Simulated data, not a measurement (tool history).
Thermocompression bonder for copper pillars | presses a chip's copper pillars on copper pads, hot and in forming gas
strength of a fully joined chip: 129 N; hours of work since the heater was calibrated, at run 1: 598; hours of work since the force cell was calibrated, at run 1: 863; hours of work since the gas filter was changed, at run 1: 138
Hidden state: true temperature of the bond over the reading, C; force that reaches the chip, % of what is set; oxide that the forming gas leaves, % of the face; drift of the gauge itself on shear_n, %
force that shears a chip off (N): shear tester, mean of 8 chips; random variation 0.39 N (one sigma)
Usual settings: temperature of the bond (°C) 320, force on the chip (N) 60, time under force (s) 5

| run | day | temperature of the bond (°C) | force on the chip (N) | time under force (s) | hours of work since the heater was calibrated | hours of work since the force cell was calibrated | hours of work since the gas filter was changed | force that shears a chip off (N) |
|---|---|---|---|---|---|---|---|---|
| 1 | 0.000 | 320 | 60 | 5 | 598 | 863 | 138 | 61.2 |
| 2 | 1.208 | 320 | 60 | 5 | 615 | 879 | 154 | 60.7 |
| 3 | 3.108 | 320 | 60 | 5 | 640 | 904 | 179 | 59.9 |
| 4 | 4.675 | 320 | 60 | 5 | 661 | 925 | 200 | 59.8 |
| 5 | 5.992 | 320 | 60 | 5 | 678 | 942 | 218 | 60.1 |
| 6 | 7.346 | 320 | 60 | 5 | 696 | 961 | 236 | 59.3 |
| 7 | 9.550 | 336 | 38 | 5 | 726 | 990 | 265 | 55.9 |
| 8 | 10.883 | 300 | 60 | 7 | 744 | 1008 | 283 | 54.6 |
|  | 11.750 | forming gas filter changed |
| 9 | 12.896 | 305 | 60 | 11 | 770 | 1034 | 15 | 69.4 |
| 10 | 14.642 | 305 | 60 | 11 | 793 | 1058 | 39 | 69.5 |

How the hidden state differs across the entries between the runs, from the last listed run before each to the first after it:
Between runs 8 and 9: forming gas filter changed (day 11.750)
  true temperature of the bond over the reading, C: -5 -> -5.1; force that reaches the chip, % of what is set: 103.4 -> 103.5; oxide that the forming gas leaves, % of the face: 5.69 -> 0.81
  measured less the result without the state, force that shears a chip off (N): -5.3 -> -2.7

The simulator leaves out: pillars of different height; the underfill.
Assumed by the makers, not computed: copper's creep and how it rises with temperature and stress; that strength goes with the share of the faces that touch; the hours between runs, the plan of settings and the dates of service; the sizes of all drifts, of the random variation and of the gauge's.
